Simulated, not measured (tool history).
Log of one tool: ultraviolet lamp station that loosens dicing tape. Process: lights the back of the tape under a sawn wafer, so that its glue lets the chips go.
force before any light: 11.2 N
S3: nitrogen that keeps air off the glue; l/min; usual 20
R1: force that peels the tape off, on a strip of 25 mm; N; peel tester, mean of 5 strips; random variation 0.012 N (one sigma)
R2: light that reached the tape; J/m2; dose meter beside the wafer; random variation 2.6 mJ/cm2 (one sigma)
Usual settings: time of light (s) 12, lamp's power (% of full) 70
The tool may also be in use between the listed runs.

run 1 hour=0 | time_of_light_(s)=12 lamp's_power_(%_of_full)=70 S3=20 | R1=0.732 R2=2980
run 2 hour=5.7 | time_of_light_(s)=7 lamp's_power_(%_of_full)=70 S3=20 | R1=2.208 R2=1750
run 3 hour=14.5 | time_of_light_(s)=7 lamp's_power_(%_of_full)=70 S3=20 | R1=2.295 R2=1740
run 4 hour=21.4 | time_of_light_(s)=7 lamp's_power_(%_of_full)=70 S3=20 | R1=2.288 R2=1720
run 5 hour=27.4 | time_of_light_(s)=10 lamp's_power_(%_of_full)=70 S3=20 | R1=1.2 R2=2470
run 6 hour=34.9 | time_of_light_(s)=12 lamp's_power_(%_of_full)=70 S3=20 | R1=0.795 R2=2930
run 7 hour=43.7 | time_of_light_(s)=12 lamp's_power_(%_of_full)=70 S3=20 | R1=0.774 R2=2960
run 8 hour=49.6 | time_of_light_(s)=12 lamp's_power_(%_of_full)=76 S3=25 | R1=0.546 R2=3170
run 9 hour=57.5 | time_of_light_(s)=12 lamp's_power_(%_of_full)=75 S3=20 | R1=0.663 R2=3110
run 10 hour=62.5 | time_of_light_(s)=22 lamp's_power_(%_of_full)=88 S3=16 | R1=0.12 R2=6650
run 11 hour=68.5 | time_of_light_(s)=22 lamp's_power_(%_of_full)=88 S3=16 | R1=0.12 R2=6660
run 12 hour=74.8 | time_of_light_(s)=7 lamp's_power_(%_of_full)=68 S3=12 | R1=3.029 R2=1610
run 13 hour=81.7 | time_of_light_(s)=8 lamp's_power_(%_of_full)=81 S3=20 | R1=1.468 R2=2200
run 14 hour=90 | time_of_light_(s)=13 lamp's_power_(%_of_full)=72 S3=20 | R1=0.633 R2=3180

Forecast each of these 5 alternatives for the next run:
run A hour=93.9 | time_of_light_(s)=13 lamp's_power_(%_of_full)=64 S3=20 | R1=? R2=?
run B hour=93.9 | time_of_light_(s)=8 lamp's_power_(%_of_full)=82 S3=20 | R1=? R2=?
run C hour=93.9 | time_of_light_(s)=21 lamp's_power_(%_of_full)=77 S3=19 | R1=? R2=?
run D hour=93.9 | time_of_light_(s)=8 lamp's_power_(%_of_full)=81 S3=10 | R1=? R2=?
run E hour=93.9 | time_of_light_(s)=13 lamp's_power_(%_of_full)=90 S3=7 | R1=? R2=?

run=A R1=0.82 R2=2830
run=B R1=1.44 R2=2240
run=C R1=0.155 R2=5490
run=D R1=2.189 R2=2250
run=E R1=0.849 R2=4010
Without the tool's hidden state the same runs would have given:
run=A R1=0.518 R2=3390
run=B R1=0.978 R2=2670
run=C R1=0.114 R2=6570
run=D R1=1.606 R2=2690
run=E R1=0.538 R2=4790
